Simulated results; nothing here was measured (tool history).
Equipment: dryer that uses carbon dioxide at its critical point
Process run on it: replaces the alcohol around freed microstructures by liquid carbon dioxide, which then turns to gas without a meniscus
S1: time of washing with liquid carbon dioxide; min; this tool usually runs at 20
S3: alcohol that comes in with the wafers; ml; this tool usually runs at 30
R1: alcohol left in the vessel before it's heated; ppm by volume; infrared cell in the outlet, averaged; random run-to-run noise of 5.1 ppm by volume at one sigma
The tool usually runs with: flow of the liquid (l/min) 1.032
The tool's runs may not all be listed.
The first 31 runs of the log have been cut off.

run 32 hour=325.7 | S1=20 flow_of_the_liquid_(l/min)=1.68 S3=30 | R1=136
run 33 hour=339.7 | S1=20 flow_of_the_liquid_(l/min)=1.68 S3=30 | R1=140
run 34 hour=347.9 | S1=26 flow_of_the_liquid_(l/min)=0.81 S3=46 | R1=234
run 35 hour=359.2 | S1=17 flow_of_the_liquid_(l/min)=1.032 S3=58 | R1=406
run 36 hour=366.3 | S1=17 flow_of_the_liquid_(l/min)=1.3 S3=59 | R1=249
run 37 hour=375.7 | S1=24 flow_of_the_liquid_(l/min)=1.3 S3=63 | R1=156
-- hour=382.9 inlet filter changed
run 38 hour=386.4 | S1=24 flow_of_the_liquid_(l/min)=1.3 S3=63 | R1=159
run 39 hour=399.3 | S1=20 flow_of_the_liquid_(l/min)=1.06 S3=63 | R1=254
run 40 hour=412.7 | S1=32 flow_of_the_liquid_(l/min)=1.06 S3=23 | R1=159
run 41 hour=423.4 | S1=32 flow_of_the_liquid_(l/min)=1.06 S3=33 | R1=158
run 42 hour=437.4 | S1=32 flow_of_the_liquid_(l/min)=1.66 S3=78 | R1=165
run 43 hour=446 | S1=32 flow_of_the_liquid_(l/min)=1.66 S3=78 | R1=163
run 44 hour=459.4 | S1=32 flow_of_the_liquid_(l/min)=1.66 S3=78 | R1=171
run 45 hour=467.4 | S1=32 flow_of_the_liquid_(l/min)=1.66 S3=78 | R1=176
run 46 hour=474.3 | S1=14 flow_of_the_liquid_(l/min)=1.032 S3=20 | R1=336

Each row is a separate what-if for the run after 46, all from the same tool condition, not one after another. Results?
run A hour=485.9 | S1=14 flow_of_the_liquid_(l/min)=0.82 S3=27 | R1=?
run B hour=485.9 | S1=29 flow_of_the_liquid_(l/min)=1.032 S3=39 | R1=?
run C hour=485.9 | S1=22 flow_of_the_liquid_(l/min)=1.032 S3=20 | R1=?
run D hour=485.9 | S1=17 flow_of_the_liquid_(l/min)=1.32 S3=30 | R1=?

run=A R1=630
run=B R1=193
run=C R1=205
run=D R1=212
With no hidden state in the tool, these same runs would have given:
run=A R1=425
run=B R1=18
run=C R1=28
run=D R1=31
